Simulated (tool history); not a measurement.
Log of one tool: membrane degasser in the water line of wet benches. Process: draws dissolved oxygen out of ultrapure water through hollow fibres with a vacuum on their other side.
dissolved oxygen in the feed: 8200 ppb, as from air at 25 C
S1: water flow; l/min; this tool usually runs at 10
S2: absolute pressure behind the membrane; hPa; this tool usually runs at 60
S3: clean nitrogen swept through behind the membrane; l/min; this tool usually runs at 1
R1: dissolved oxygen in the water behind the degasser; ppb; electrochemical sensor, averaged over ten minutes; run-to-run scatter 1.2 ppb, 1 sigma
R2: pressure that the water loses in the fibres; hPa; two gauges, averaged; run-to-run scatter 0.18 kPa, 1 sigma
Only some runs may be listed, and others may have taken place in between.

run	day	S1	S2	S3	R1	R2
1	0	10	60	1	118.6	345.8
2	2.075	10	60	1	123.5	343.2
3	4.325	10	60	1	120.4	345.8
4	6.125	10	60	1	119	342.5
5	8.121	9	60	1	103.1	313.5
6	10.15	9	60	1	105.6	310
7	12.5	9	60	1	102.9	312.8
8	13.5	10	60	1	121.4	347.3
9	14.992	10	101.2	1	212.4	350.5
10	16.929	10	101.2	1	209.2	345.3
11	18.808	10	101.2	1	216.4	348.7
12	20.958	10	60	1	121.6	348.9
13	22.942	10	60	1	120.7	350.5
14	24.475	10	60	1	120	352.3
15	26.004	10	60	1.44	101.6	349.9
16	27.988	10	60	1	120.1	348.5
17	30.312	10	60	1	118.1	350.2
18	32.554	10	37.1	2.85	59.4	351.2
19	34.608	10	37.1	2.85	60.7	352.5
# day 35.925: seals of the vacuum lines changed
20	36.008	9	37.1	1.93	51.4	316.5
21	37.95	11	60	2.27	99.9	389.4
22	39.8	11	123	2.27	172.1	385.7
23	41.538	7	50.4	0.72	68.9	245.8
24	43.221	7	48.2	1.28	48.1	245.1
25	45.308	12	60.3	0.69	189.3	420.7
26	47.358	14	41.6	0.51	162	491.5
27	48.588	13	83.8	1.23	217.5	457
28	49.712	13	83.8	1.23	218.9	458.6
29	51.992	12	47.5	1	120.7	422.8
30	54.125	12	47.5	1	120.1	424.4
31	56.329	16	38.9	0.46	178.9	565.6
32	57.908	16	38.9	0.46	178.6	568

3 options for the next run, each taken on its own from the tool as it stands now. Forecast them:
A	58.946	16	38.9	0.81	?	?
B	58.946	10	124.4	1	?	?
C	58.946	8	38.9	1.54	?	?

run	R1	R2
A	160.3	561.2
B	260.2	356.5
C	43	283
Without the tool's hidden state the same runs would have given:
run	R1	R2
A	160.1	547
B	260.1	347.6
C	42.9	275.8
